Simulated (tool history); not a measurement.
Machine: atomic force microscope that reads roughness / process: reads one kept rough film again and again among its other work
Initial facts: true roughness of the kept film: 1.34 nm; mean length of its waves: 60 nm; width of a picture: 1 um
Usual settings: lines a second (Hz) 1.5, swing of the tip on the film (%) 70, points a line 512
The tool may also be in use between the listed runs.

run,day,lines a second (Hz),swing of the tip on the film (%),points a line,roughness of the kept film (nm (root mean square))
1,0,1.5,70,512,1.272
2,0.383,1.5,70,512,1.274
3,0.65,1.5,70,512,1.27
4,1.196,1.5,58,512,1.301
5,1.696,1.5,58,512,1.301
6,2.079,1.5,70,458,1.27
7,2.529,1.5,70,512,1.274
8,2.862,1.5,70,512,1.274
9,3.183,1.5,70,512,1.273
10,3.483,1.5,70,512,1.272
11,3.767,1.5,70,512,1.273
# day 4.058: new tip fitted
12,4.117,1.5,70,512,1.273
13,4.654,1.5,70,512,1.271
14,5.008,1.5,70,378,1.272
15,5.542,1.5,84,512,1.218
16,6.05,1.5,69,512,1.278
17,6.579,1.5,69,896,1.277
18,7.129,1.5,69,896,1.279
19,7.412,1.5,69,896,1.276
20,7.842,1.5,70,512,1.269
21,8.275,1.5,70,462,1.273
22,8.804,1.5,70,512,1.271
23,9.412,1.5,70,512,1.272
24,9.921,1.5,70,512,1.273
25,10.421,2.34,70,512,1.241
26,10.725,2.34,70,512,1.246
# day 11.058: new tip fitted
27,11.325,2.34,70,512,1.244
28,11.921,1.5,88,265,1.194
29,12.229,1.44,58,293,1.3
30,12.6,1.44,58,293,1.301
31,12.929,1.44,64,657,1.291
32,13.517,2.77,64,299,1.254
33,13.775,1.8,64,542,1.283
34,14.338,1.5,70,788,1.275

What does the tool deliver on the next run?
35,14.85,2.51,55,258,?

Logged for run 35: roughness of the kept film (nm (root mean square)) 1.29.
On a tool with no hidden condition, and with the same random variation, this run would have come out at roughness of the kept film (nm (root mean square)) 1.29.
